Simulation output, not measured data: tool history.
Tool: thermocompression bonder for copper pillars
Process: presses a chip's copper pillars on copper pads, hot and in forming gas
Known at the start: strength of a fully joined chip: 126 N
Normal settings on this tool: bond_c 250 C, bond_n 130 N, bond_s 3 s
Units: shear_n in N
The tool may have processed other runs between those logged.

run	hour	bond_c	bond_n	bond_s	shear_n
1	0	250	130	3	67.4
2	7.5	250	130	3	68.2
3	14.2	250	130	3	66.9
4	22.7	250	130	3	66.5
5	27.5	250	130	3	67.4
6	32.5	250	130	3	67.2
7	38.1	250	130	3	65.8
8	46.3	250	130	3	66.9
9	51.7	250	130	3	66.4
10	60.3	250	130	3	66.4
11	65.1	250	130	3	66.3
12	70.5	250	130	3	67
13	76.4	250	130	3	66.2
14	83.3	250	130	4	73
15	90.9	250	82	3	50.5
16	96.1	274	130	2	72.5
17	103.3	274	130	2	73
18	106.9	266	130	4	82.9

What does the tool deliver on the next run?
19	111.3	277	163	3	?

Run 19 measured shear_n 90.8 N.
With no hidden state in the tool, this same run would have given shear_n 94.6 N.
